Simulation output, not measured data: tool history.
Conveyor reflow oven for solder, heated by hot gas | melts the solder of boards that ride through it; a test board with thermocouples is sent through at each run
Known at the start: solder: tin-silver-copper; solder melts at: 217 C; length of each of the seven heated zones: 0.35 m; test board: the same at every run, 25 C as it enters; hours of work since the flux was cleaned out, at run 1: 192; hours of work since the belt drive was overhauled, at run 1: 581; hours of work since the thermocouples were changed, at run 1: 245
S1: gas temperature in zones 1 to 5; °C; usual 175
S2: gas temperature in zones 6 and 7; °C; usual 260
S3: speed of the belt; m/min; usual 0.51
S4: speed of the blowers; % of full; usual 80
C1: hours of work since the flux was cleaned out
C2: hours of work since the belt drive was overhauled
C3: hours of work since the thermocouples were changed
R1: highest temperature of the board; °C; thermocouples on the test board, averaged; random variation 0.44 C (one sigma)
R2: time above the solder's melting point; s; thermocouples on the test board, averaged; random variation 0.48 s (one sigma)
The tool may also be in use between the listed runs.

run	day	S1	S2	S3	S4	C1	C2	C3	R1	R2
1	0	175	260	0.51	80	192	581	245	246	58.1
2	0.271	175	260	0.51	80	197	586	250	245.5	57.5
3	0.429	175	260	0.51	80	199	589	252	245.5	57.4
4	0.708	175	260	0.51	80	204	594	257	246.2	56.9
5	1.083	173	260	0.51	80	211	600	264	245.3	56.9
6	1.288	173	260	0.51	80	214	604	267	246.4	55.7
7	1.638	173	260	0.51	80	220	610	273	244.8	56
# day 1.829: belt drive overhauled, speed set with a stopwatch
8	2.071	173	260	0.51	80	225	4	278	245.5	56.5
9	2.321	173	260	0.51	80	230	9	282	244.7	56.4
10	2.625	175	257	0.528	80	235	14	288	242.1	51.9
11	2.804	175	273	0.516	80	238	17	291	256.7	64.5
12	3.158	175	273	0.516	73	244	23	297	255	63.1
# day 3.612: belt drive overhauled, speed set with a stopwatch, once more
13	3.625	183	249	0.51	80	249	0	302	236.9	52.2
14	3.988	172	271	0.51	80	256	7	309	253.2	62.3
15	4.25	182	271	0.51	80	260	11	313	256.2	67.6
16	4.417	171	262	0.51	80	263	14	316	245.7	55.3
17	4.758	167	260	0.51	80	269	20	322	244.1	51.6

5 ways to go on from here, each from the tool as it stands after run 17. What would each give?
A	5.129	164	260	0.529	80	276	26	328	?	?
B	5.129	175	260	0.51	50	276	26	328	?	?
C	5.129	167	260	0.51	56	276	26	328	?	?
D	5.129	185	260	0.51	61	276	26	328	?	?
E	5.129	175	272	0.51	80	276	26	328	?	?

run	R1	R2
A	241.9	47.1
B	237.1	43.5
C	237.2	40.6
D	243	56.9
E	256.2	63.5
Without the tool's hidden state the same runs would have given:
run	R1	R2
A	244.1	50
B	238.9	46.4
C	239.1	43.6
D	244.7	59.2
E	258.4	65.4

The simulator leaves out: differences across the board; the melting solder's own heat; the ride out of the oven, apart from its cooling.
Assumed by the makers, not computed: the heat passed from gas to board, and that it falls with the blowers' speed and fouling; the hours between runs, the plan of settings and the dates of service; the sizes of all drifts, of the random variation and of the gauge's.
